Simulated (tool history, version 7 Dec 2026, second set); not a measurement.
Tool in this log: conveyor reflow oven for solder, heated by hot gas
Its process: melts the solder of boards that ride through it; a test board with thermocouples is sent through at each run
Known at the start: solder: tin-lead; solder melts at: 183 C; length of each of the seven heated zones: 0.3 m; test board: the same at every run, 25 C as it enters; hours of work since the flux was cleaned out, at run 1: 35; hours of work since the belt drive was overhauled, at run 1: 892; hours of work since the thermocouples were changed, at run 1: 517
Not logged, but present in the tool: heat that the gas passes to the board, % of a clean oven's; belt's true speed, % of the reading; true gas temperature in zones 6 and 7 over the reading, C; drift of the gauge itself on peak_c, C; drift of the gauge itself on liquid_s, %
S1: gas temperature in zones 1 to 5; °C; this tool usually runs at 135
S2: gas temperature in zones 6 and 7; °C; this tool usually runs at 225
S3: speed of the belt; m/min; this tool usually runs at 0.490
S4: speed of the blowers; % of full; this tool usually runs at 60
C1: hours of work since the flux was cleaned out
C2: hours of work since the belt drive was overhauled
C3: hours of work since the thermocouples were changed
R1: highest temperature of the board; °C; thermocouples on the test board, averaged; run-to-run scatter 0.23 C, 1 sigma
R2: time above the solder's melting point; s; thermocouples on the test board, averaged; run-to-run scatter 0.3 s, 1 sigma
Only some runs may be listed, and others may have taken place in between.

Run 1, hour 0.0: usual settings; C1 35; C2 892; C3 517. Result: R1 204.9 °C, R2 42.5 s.
Run 2, hour 16.7: usual settings but S4 79 % of full; C1 47; C2 904; C3 529. Result: R1 211.2 °C, R2 49.8 s.
Run 3, hour 42.5: usual settings but S4 79 % of full; C1 66; C2 923; C3 548. Result: R1 210.9 °C, R2 50.5 s.
Run 4, hour 55.4: usual settings but S3 0.394 m/min, S4 79 % of full; C1 75; C2 932; C3 558. Result: R1 216.1 °C, R2 69.7 s.
Run 5, hour 71.5: usual settings; C1 87; C2 944; C3 569. Result: R1 204.4 °C, R2 42.1 s.
Run 6, hour 85.7: usual settings; C1 98; C2 954; C3 580. Result: R1 204.9 °C, R2 41.6 s.
Run 7, hour 107.6: usual settings but S4 50 % of full; C1 114; C2 971; C3 596. Result: R1 199.7 °C, R2 34.7 s.
Run 8, hour 131.4: usual settings but S1 146 °C; C1 131; C2 988; C3 613. Result: R1 206.5 °C, R2 48.3 s.
Run 9, hour 143.8: usual settings; C1 140; C2 997; C3 622. Result: R1 204.0 °C, R2 41.8 s.
Run 10, hour 168.8: usual settings; C1 158; C2 1015; C3 640. Result: R1 204.4 °C, R2 42.3 s.
At hour 194.5: belt drive overhauled, speed set with a stopwatch.
Run 11, hour 194.9: usual settings; C1 174; C2 0; C3 657. Result: R1 203.8 °C, R2 40.0 s.
Run 12, hour 219.5: usual settings but S3 0.398 m/min; C1 192; C2 18; C3 675. Result: R1 209.6 °C, R2 59.6 s.
Run 13, hour 234.9: usual settings but S3 0.398 m/min; C1 204; C2 29; C3 686. Result: R1 209.7 °C, R2 59.4 s.
Run 14, hour 249.3: usual settings but S3 0.398 m/min; C1 214; C2 40; C3 696. Result: R1 210.1 °C, R2 59.7 s.
Run 15, hour 262.2: usual settings but S3 0.398 m/min; C1 224; C2 49; C3 706. Result: R1 210.1 °C, R2 59.8 s.
Run 16, hour 285.8: usual settings but S3 0.571 m/min, S4 58 % of full; C1 241; C2 67; C3 723. Result: R1 196.5 °C, R2 25.1 s.
Run 17, hour 312.0: usual settings but S1 148 °C, S2 227 °C, S3 0.568 m/min, S4 62 % of full; C1 260; C2 86; C3 742. Result: R1 203.9 °C, R2 37.7 s.
Run 18, hour 332.2: usual settings but S1 148 °C, S2 215 °C, S3 0.568 m/min, S4 62 % of full; C1 275; C2 101; C3 757. Result: R1 194.5 °C, R2 26.0 s.
Run 19, hour 351.4: usual settings but S1 148 °C, S2 215 °C, S3 0.568 m/min, S4 62 % of full; C1 289; C2 115; C3 771. Result: R1 194.5 °C, R2 25.7 s.
Run 20, hour 374.0: usual settings but S1 148 °C, S2 215 °C, S3 0.439 m/min, S4 63 % of full; C1 305; C2 131; C3 787. Result: R1 201.3 °C, R2 49.6 s.
Run 21, hour 388.1: usual settings but S1 148 °C, S2 215 °C, S3 0.439 m/min, S4 63 % of full; C1 316; C2 141; C3 798. Result: R1 201.4 °C, R2 49.3 s.
Run 22, hour 402.5: usual settings but S1 148 °C, S2 215 °C, S3 0.439 m/min, S4 63 % of full; C1 326; C2 152; C3 808. Result: R1 201.2 °C, R2 49.4 s.
Run 23, hour 426.9: usual settings but S1 148 °C, S2 215 °C, S3 0.439 m/min, S4 63 % of full; C1 344; C2 170; C3 826. Result: R1 201.1 °C, R2 49.5 s.
Run 24, hour 447.9: usual settings but S1 146 °C, S2 216 °C, S3 0.414 m/min, S4 63 % of full; C1 359; C2 185; C3 842. Result: R1 203.3 °C, R2 54.0 s.
At hour 466.8: flux residue cleaned out of gas plates and filters.
Run 25, hour 466.8: usual settings but S1 146 °C, S2 216 °C, S3 0.414 m/min, S4 63 % of full; C1 0; C2 195; C3 852. Result: R1 204.3 °C, R2 56.5 s.
Run 26, hour 485.1: usual settings but S4 83 % of full; C1 13; C2 209; C3 865. Result: R1 211.1 °C, R2 50.9 s.

Run 27 comes next. What will it give?
Run 27, hour 505.2: usual settings but S1 149 °C, S2 218 °C, S3 0.556 m/min; C1 28; C2 223; C3 880. Result: R1 ?, R2 ?.

R1: 198.2 °C
R2: 32.7 s
Had the tool carried no hidden state, the very same run would have given R1 199.3 °C, R2 34.2 s.
